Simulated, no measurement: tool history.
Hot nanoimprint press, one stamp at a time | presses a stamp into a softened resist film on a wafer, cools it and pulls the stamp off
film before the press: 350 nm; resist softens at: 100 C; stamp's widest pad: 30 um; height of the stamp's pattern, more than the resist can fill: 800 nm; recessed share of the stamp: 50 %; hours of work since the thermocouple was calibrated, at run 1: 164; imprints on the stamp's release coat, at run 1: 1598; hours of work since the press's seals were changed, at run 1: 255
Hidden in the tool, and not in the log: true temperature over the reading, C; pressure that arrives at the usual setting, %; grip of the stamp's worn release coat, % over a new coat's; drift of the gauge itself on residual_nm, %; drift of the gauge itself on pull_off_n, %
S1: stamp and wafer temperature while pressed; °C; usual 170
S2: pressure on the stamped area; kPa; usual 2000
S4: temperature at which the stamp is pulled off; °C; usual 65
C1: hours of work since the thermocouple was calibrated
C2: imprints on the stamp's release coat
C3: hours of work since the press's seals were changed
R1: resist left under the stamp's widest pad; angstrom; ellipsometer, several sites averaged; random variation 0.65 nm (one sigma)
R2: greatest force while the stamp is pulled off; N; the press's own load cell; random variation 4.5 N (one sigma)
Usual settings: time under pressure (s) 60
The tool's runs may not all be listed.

run 1 hour=0 | S1=170 S2=2000 time_under_pressure_(s)=60 S4=65 | C1=164 C2=1598 C3=255 | R1=1883 R2=359
run 2 hour=18.6 | S1=170 S2=2000 time_under_pressure_(s)=60 S4=65 | C1=176 C2=1657 C3=268 | R1=1876 R2=363
run 3 hour=31.4 | S1=170 S2=2000 time_under_pressure_(s)=60 S4=65 | C1=185 C2=1698 C3=276 | R1=1869 R2=365
run 4 hour=49.5 | S1=170 S2=2000 time_under_pressure_(s)=60 S4=65 | C1=197 C2=1755 C3=288 | R1=1875 R2=382
run 5 hour=70.1 | S1=170 S2=2000 time_under_pressure_(s)=60 S4=65 | C1=211 C2=1820 C3=302 | R1=1860 R2=380
run 6 hour=84 | S1=170 S2=2000 time_under_pressure_(s)=60 S4=65 | C1=220 C2=1865 C3=311 | R1=1869 R2=394
run 7 hour=101.2 | S1=170 S2=2000 time_under_pressure_(s)=60 S4=65 | C1=231 C2=1919 C3=323 | R1=1872 R2=402
run 8 hour=110.6 | S1=170 S2=2000 time_under_pressure_(s)=60 S4=65 | C1=238 C2=1949 C3=329 | R1=1850 R2=393
run 9 hour=130.4 | S1=170 S2=2000 time_under_pressure_(s)=60 S4=65 | C1=251 C2=2011 C3=342 | R1=1851 R2=403
run 10 hour=140.1 | S1=170 S2=2000 time_under_pressure_(s)=106 S4=65 | C1=258 C2=2042 C3=349 | R1=1499 R2=416
-- hour=153.4 stamp cleaned and given a new release coat
run 11 hour=157.8 | S1=166 S2=2000 time_under_pressure_(s)=60 S4=65 | C1=265 C2=14 C3=357 | R1=2207 R2=212
run 12 hour=170.5 | S1=170 S2=2000 time_under_pressure_(s)=60 S4=65 | C1=274 C2=54 C3=365 | R1=1851 R2=230
run 13 hour=184.1 | S1=170 S2=2000 time_under_pressure_(s)=60 S4=65 | C1=283 C2=98 C3=374 | R1=1841 R2=227
run 14 hour=199.7 | S1=170 S2=2000 time_under_pressure_(s)=60 S4=65 | C1=293 C2=147 C3=385 | R1=1851 R2=228
-- hour=209.3 plate thermocouple calibrated
run 15 hour=217.9 | S1=170 S2=1720 time_under_pressure_(s)=60 S4=65 | C1=6 C2=195 C3=395 | R1=1900 R2=236
run 16 hour=230 | S1=173 S2=2770 time_under_pressure_(s)=60 S4=68 | C1=14 C2=233 C3=403 | R1=1348 R2=230
run 17 hour=244.9 | S1=173 S2=2770 time_under_pressure_(s)=60 S4=68 | C1=24 C2=281 C3=413 | R1=1350 R2=233
run 18 hour=266.5 | S1=173 S2=1400 time_under_pressure_(s)=60 S4=68 | C1=38 C2=349 C3=427 | R1=1778 R2=233
run 19 hour=280.7 | S1=173 S2=1400 time_under_pressure_(s)=60 S4=68 | C1=48 C2=394 C3=437 | R1=1777 R2=249
-- hour=288.4 plate thermocouple calibrated, once more
run 20 hour=304 | S1=175 S2=2000 time_under_pressure_(s)=44 S4=65 | C1=10 C2=458 C3=450 | R1=1679 R2=249
run 21 hour=314.9 | S1=170 S2=2000 time_under_pressure_(s)=56 S4=57 | C1=18 C2=493 C3=458 | R1=1944 R2=281
run 22 hour=333.8 | S1=170 S2=2000 time_under_pressure_(s)=56 S4=57 | C1=30 C2=553 C3=470 | R1=1943 R2=287
run 23 hour=352 | S1=170 S2=2000 time_under_pressure_(s)=56 S4=57 | C1=42 C2=610 C3=482 | R1=1936 R2=272
run 24 hour=361 | S1=162 S2=1520 time_under_pressure_(s)=56 S4=71 | C1=49 C2=639 C3=488 | R1=2820 R2=269
run 25 hour=371.7 | S1=170 S2=2300 time_under_pressure_(s)=109 S4=65 | C1=56 C2=673 C3=496 | R1=1424 R2=271
run 26 hour=383.8 | S1=170 S2=2300 time_under_pressure_(s)=109 S4=65 | C1=64 C2=711 C3=504 | R1=1421 R2=283
run 27 hour=392.6 | S1=170 S2=2320 time_under_pressure_(s)=79 S4=65 | C1=70 C2=739 C3=510 | R1=1607 R2=279
-- hour=412.2 press's hydraulic seals changed and the load cell set to zero
run 28 hour=412.2 | S1=170 S2=2320 time_under_pressure_(s)=30 S4=65 | C1=77 C2=776 C3=0 | R1=2199 R2=286
run 29 hour=428.2 | S1=170 S2=2000 time_under_pressure_(s)=60 S4=59 | C1=88 C2=827 C3=11 | R1=1863 R2=318

Forecast each of these 3 alternatives for the next run:
run A hour=439.5 | S1=170 S2=2000 time_under_pressure_(s)=45 S4=65 | C1=96 C2=862 C3=18 | R1=? R2=?
run B hour=439.5 | S1=169 S2=2000 time_under_pressure_(s)=60 S4=59 | C1=96 C2=862 C3=18 | R1=? R2=?
run C hour=439.5 | S1=170 S2=1710 time_under_pressure_(s)=60 S4=59 | C1=96 C2=862 C3=18 | R1=? R2=?

run=A R1=2044 R2=292
run=B R1=1952 R2=309
run=C R1=1969 R2=300
Without the tool's hidden state the same runs would have given:
run=A R1=2090 R2=218
run=B R1=1999 R2=231
run=C R1=2014 R2=224

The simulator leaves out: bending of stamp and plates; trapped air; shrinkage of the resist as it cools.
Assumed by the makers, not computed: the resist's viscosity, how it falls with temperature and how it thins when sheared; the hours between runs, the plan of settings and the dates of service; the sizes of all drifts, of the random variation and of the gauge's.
